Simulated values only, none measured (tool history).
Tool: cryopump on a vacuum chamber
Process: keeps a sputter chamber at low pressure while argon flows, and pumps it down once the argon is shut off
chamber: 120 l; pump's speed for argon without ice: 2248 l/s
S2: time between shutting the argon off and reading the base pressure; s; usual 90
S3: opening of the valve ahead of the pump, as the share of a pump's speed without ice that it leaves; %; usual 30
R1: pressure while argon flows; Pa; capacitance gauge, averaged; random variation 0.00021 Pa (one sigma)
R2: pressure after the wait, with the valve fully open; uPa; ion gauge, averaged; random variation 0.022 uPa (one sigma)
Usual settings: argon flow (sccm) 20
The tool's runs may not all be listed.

run 1 hour=0.0 | argon_flow_(sccm)=20 S2=90 S3=30 | R1=0.0508 R2=1.27
run 2 hour=15.3 | argon_flow_(sccm)=20 S2=90 S3=19 | R1=0.0799 R2=1.31
run 3 hour=27.7 | argon_flow_(sccm)=20 S2=200 S3=30 | R1=0.0506 R2=1.00
run 4 hour=37.6 | argon_flow_(sccm)=20 S2=200 S3=30 | R1=0.0506 R2=1.03
run 5 hour=56.7 | argon_flow_(sccm)=20 S2=200 S3=30 | R1=0.0509 R2=1.01
run 6 hour=68.7 | argon_flow_(sccm)=20 S2=200 S3=30 | R1=0.0509 R2=1.06
run 7 hour=82.9 | argon_flow_(sccm)=20 S2=90 S3=30 | R1=0.0505 R2=1.29
run 8 hour=102.3 | argon_flow_(sccm)=20 S2=90 S3=30 | R1=0.0511 R2=1.28
run 9 hour=119.1 | argon_flow_(sccm)=20 S2=90 S3=30 | R1=0.0511 R2=1.28
run 10 hour=128.1 | argon_flow_(sccm)=20 S2=153 S3=30 | R1=0.0512 R2=1.12
run 11 hour=148.8 | argon_flow_(sccm)=20 S2=41 S3=30 | R1=0.0509 R2=1.90
run 12 hour=160.2 | argon_flow_(sccm)=20 S2=41 S3=30 | R1=0.0509 R2=1.90
run 13 hour=179.5 | argon_flow_(sccm)=20 S2=90 S3=18 | R1=0.0848 R2=1.30
run 14 hour=191.7 | argon_flow_(sccm)=20 S2=90 S3=30 | R1=0.0511 R2=1.34
run 15 hour=209.5 | argon_flow_(sccm)=20 S2=90 S3=30 | R1=0.0514 R2=1.31
run 16 hour=218.7 | argon_flow_(sccm)=20 S2=90 S3=51 | R1=0.0301 R2=1.32
run 17 hour=239.2 | argon_flow_(sccm)=20 S2=90 S3=30 | R1=0.0513 R2=1.36
run 18 hour=249.9 | argon_flow_(sccm)=20 S2=90 S3=25 | R1=0.0611 R2=1.37
run 19 hour=270.0 | argon_flow_(sccm)=32 S2=90 S3=21 | R1=0.1165 R2=1.35
run 20 hour=291.4 | argon_flow_(sccm)=38 S2=65 S3=17 | R1=0.1701 R2=1.54
run 21 hour=312.5 | argon_flow_(sccm)=14 S2=90 S3=30 | R1=0.0360 R2=1.34
run 22 hour=323.8 | argon_flow_(sccm)=8 S2=193 S3=30 | R1=0.0206 R2=1.11
run 23 hour=337.7 | argon_flow_(sccm)=8 S2=193 S3=30 | R1=0.0204 R2=1.17
run 24 hour=346.8 | argon_flow_(sccm)=20 S2=144 S3=30 | R1=0.0514 R2=1.21
run 25 hour=362.3 | argon_flow_(sccm)=23 S2=85 S3=35 | R1=0.0508 R2=1.46
run 26 hour=376.2 | argon_flow_(sccm)=23 S2=85 S3=35 | R1=0.0511 R2=1.43
run 27 hour=397.1 | argon_flow_(sccm)=23 S2=85 S3=35 | R1=0.0512 R2=1.44
run 28 hour=413.4 | argon_flow_(sccm)=23 S2=85 S3=35 | R1=0.0511 R2=1.38
run 29 hour=423.1 | argon_flow_(sccm)=23 S2=269 S3=24 | R1=0.0739 R2=1.10
run 30 hour=442.2 | argon_flow_(sccm)=23 S2=30 S3=18 | R1=0.0977 R2=2.46
run 31 hour=455.6 | argon_flow_(sccm)=23 S2=40 S3=26 | R1=0.0686 R2=2.08
run 32 hour=466.3 | argon_flow_(sccm)=20 S2=32 S3=30 | R1=0.0517 R2=2.30
run 33 hour=481.1 | argon_flow_(sccm)=20 S2=129 S3=24 | R1=0.0646 R2=1.26
-- hour=490.7 leaking fittings of the chamber tightened, without venting
run 34 hour=496.1 | argon_flow_(sccm)=20 S2=51 S3=16 | R1=0.0959 R2=1.02
run 35 hour=507.7 | argon_flow_(sccm)=8 S2=86 S3=16 | R1=0.0383 R2=0.71

Forecast each of these 3 alternatives for the next run:
run A hour=521.2 | argon_flow_(sccm)=8 S2=86 S3=57 | R1=? R2=?
run B hour=521.2 | argon_flow_(sccm)=8 S2=180 S3=34 | R1=? R2=?
run C hour=521.2 | argon_flow_(sccm)=20 S2=36 S3=30 | R1=? R2=?

run=A R1=0.0112 R2=0.72
run=B R1=0.0188 R2=0.42
run=C R1=0.0518 R2=1.43
Without the tool's hidden state the same runs would have given:
run=A R1=0.0105 R2=0.69
run=B R1=0.0181 R2=0.39
run=C R1=0.0501 R2=1.39
